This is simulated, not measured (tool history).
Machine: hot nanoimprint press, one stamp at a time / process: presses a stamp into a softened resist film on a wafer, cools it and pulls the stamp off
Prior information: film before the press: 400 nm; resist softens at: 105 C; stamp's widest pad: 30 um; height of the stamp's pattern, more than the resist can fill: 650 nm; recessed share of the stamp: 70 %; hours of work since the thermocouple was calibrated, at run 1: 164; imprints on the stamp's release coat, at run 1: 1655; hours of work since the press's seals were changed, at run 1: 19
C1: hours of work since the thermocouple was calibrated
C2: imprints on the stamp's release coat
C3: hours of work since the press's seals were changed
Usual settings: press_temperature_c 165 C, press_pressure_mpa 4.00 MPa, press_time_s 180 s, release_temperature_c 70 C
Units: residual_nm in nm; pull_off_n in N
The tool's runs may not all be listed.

Run 1, hour 0.0: usual settings; C1 164; C2 1655; C3 19. Result: residual_nm 222.2 nm, pull_off_n 204 N.
Run 2, hour 5.9: usual settings; C1 166; C2 1665; C3 22. Result: residual_nm 225.3 nm, pull_off_n 190 N.
Run 3, hour 14.9: usual settings; C1 171; C2 1680; C3 27. Result: residual_nm 228.2 nm, pull_off_n 202 N.
Run 4, hour 24.2: usual settings but press_time_s 195 s; C1 175; C2 1695; C3 31. Result: residual_nm 218.0 nm, pull_off_n 198 N.
Run 5, hour 33.3: usual settings but press_time_s 195 s; C1 180; C2 1710; C3 36. Result: residual_nm 218.3 nm, pull_off_n 209 N.
Run 6, hour 40.7: usual settings but press_time_s 195 s; C1 183; C2 1722; C3 39. Result: residual_nm 222.3 nm, pull_off_n 202 N.
Run 7, hour 46.6: usual settings but press_pressure_mpa 3.43 MPa; C1 186; C2 1731; C3 42. Result: residual_nm 239.6 nm, pull_off_n 199 N.
Run 8, hour 51.9: usual settings but press_temperature_c 167 C, press_pressure_mpa 3.43 MPa; C1 189; C2 1740; C3 45. Result: residual_nm 221.9 nm, pull_off_n 203 N.
Run 9, hour 60.6: usual settings but press_temperature_c 167 C, press_pressure_mpa 3.43 MPa, press_time_s 301 s; C1 193; C2 1754; C3 49. Result: residual_nm 184.2 nm, pull_off_n 207 N.
Run 10, hour 68.6: usual settings but press_temperature_c 167 C, press_pressure_mpa 3.43 MPa, press_time_s 301 s; C1 197; C2 1767; C3 53. Result: residual_nm 187.0 nm, pull_off_n 199 N.
Run 11, hour 74.0: usual settings but press_temperature_c 167 C, press_pressure_mpa 3.78 MPa, press_time_s 301 s; C1 200; C2 1776; C3 55. Result: residual_nm 175.5 nm, pull_off_n 199 N.
At hour 77.7: plate thermocouple calibrated.
Run 12, hour 84.7: usual settings but press_temperature_c 167 C, press_pressure_mpa 3.78 MPa, press_time_s 301 s; C1 3; C2 1789; C3 59. Result: residual_nm 180.7 nm, pull_off_n 207 N.
Run 13, hour 94.9: usual settings but press_temperature_c 167 C, press_pressure_mpa 3.42 MPa, press_time_s 102 s, release_temperature_c 59 C; C1 8; C2 1805; C3 64. Result: residual_nm 268.4 nm, pull_off_n 255 N.
Run 14, hour 104.0: usual settings but press_temperature_c 167 C, press_pressure_mpa 3.42 MPa, press_time_s 102 s, release_temperature_c 59 C; C1 13; C2 1820; C3 68. Result: residual_nm 265.7 nm, pull_off_n 252 N.
Run 15, hour 111.6: usual settings but press_temperature_c 167 C, press_pressure_mpa 3.42 MPa, press_time_s 102 s, release_temperature_c 59 C; C1 16; C2 1833; C3 72. Result: residual_nm 264.1 nm, pull_off_n 252 N.
Run 16, hour 116.0: usual settings but press_pressure_mpa 2.82 MPa, press_time_s 190 s; C1 19; C2 1840; C3 74. Result: residual_nm 258.7 nm, pull_off_n 216 N.
Run 17, hour 121.6: usual settings but press_temperature_c 159 C, press_pressure_mpa 2.71 MPa, press_time_s 237 s, release_temperature_c 62 C; C1 21; C2 1849; C3 77. Result: residual_nm 304.3 nm, pull_off_n 245 N.

Run 18, settings as shown, results not yet in. Your forecast:
At hour 130.9: plate thermocouple calibrated, once more.
Run 18, hour 133.4: usual settings but press_temperature_c 159 C, press_pressure_mpa 2.71 MPa, press_time_s 237 s, release_temperature_c 62 C; C1 1; C2 1863; C3 81. Result: residual_nm ?, pull_off_n ?.

residual_nm: 298.7 nm
pull_off_n: 241 N
Without the tool's hidden state the same run would have given residual_nm 298.6 nm, pull_off_n 176 N.

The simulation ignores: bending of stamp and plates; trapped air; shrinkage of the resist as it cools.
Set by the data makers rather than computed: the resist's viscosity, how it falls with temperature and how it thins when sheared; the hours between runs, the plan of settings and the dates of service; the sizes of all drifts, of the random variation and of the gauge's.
